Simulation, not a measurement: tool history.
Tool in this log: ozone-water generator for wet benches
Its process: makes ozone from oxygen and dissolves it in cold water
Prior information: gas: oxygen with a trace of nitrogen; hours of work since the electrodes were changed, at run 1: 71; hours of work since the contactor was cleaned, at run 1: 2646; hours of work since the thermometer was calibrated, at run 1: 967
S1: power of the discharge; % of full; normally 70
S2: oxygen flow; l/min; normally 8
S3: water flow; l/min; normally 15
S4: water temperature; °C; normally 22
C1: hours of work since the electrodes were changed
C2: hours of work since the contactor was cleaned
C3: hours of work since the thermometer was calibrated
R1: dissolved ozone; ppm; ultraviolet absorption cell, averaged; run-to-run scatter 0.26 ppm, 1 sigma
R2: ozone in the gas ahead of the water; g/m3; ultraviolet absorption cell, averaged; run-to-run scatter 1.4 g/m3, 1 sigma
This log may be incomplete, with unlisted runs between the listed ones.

{"run": 1, "hour": 0.0, "S1": 70, "S2": 8, "S3": 15, "S4": 22, "C1": 71, "C2": 2646, "C3": 967, "R1": 40.9, "R2": 259.5}
{"run": 2, "hour": 62.1, "S1": 70, "S2": 8, "S3": 15, "S4": 22, "C1": 109, "C2": 2684, "C3": 1005, "R1": 40.9, "R2": 261.8}
{"run": 3, "hour": 190.6, "S1": 70, "S2": 8, "S3": 15, "S4": 22, "C1": 188, "C2": 2763, "C3": 1083, "R1": 40.8, "R2": 264}
{"run": 4, "hour": 294.2, "S1": 60, "S2": 8, "S3": 15, "S4": 22, "C1": 251, "C2": 2826, "C3": 1147, "R1": 37.1, "R2": 236.4}
{"run": 5, "hour": 361.8, "S1": 60, "S2": 8, "S3": 15, "S4": 22, "C1": 293, "C2": 2868, "C3": 1188, "R1": 36.7, "R2": 237}
{"run": 6, "hour": 483.0, "S1": 44, "S2": 8, "S3": 15, "S4": 22, "C1": 367, "C2": 2942, "C3": 1263, "R1": 30, "R2": 192.7}

What will run 7 give?
{"run": 7, "hour": 574.8, "S1": 44, "S2": 14.38, "S3": 19, "S4": 14, "C1": 423, "C2": 2998, "C3": 1319, "R1": "?", "R2": "?"}

{"run 7": {"R1": 31.4, "R2": 162.2}}
With the hidden condition absent and the run-to-run variation left alone, this run would have shown R1 31.4 ppm, R2 161 g/m3.
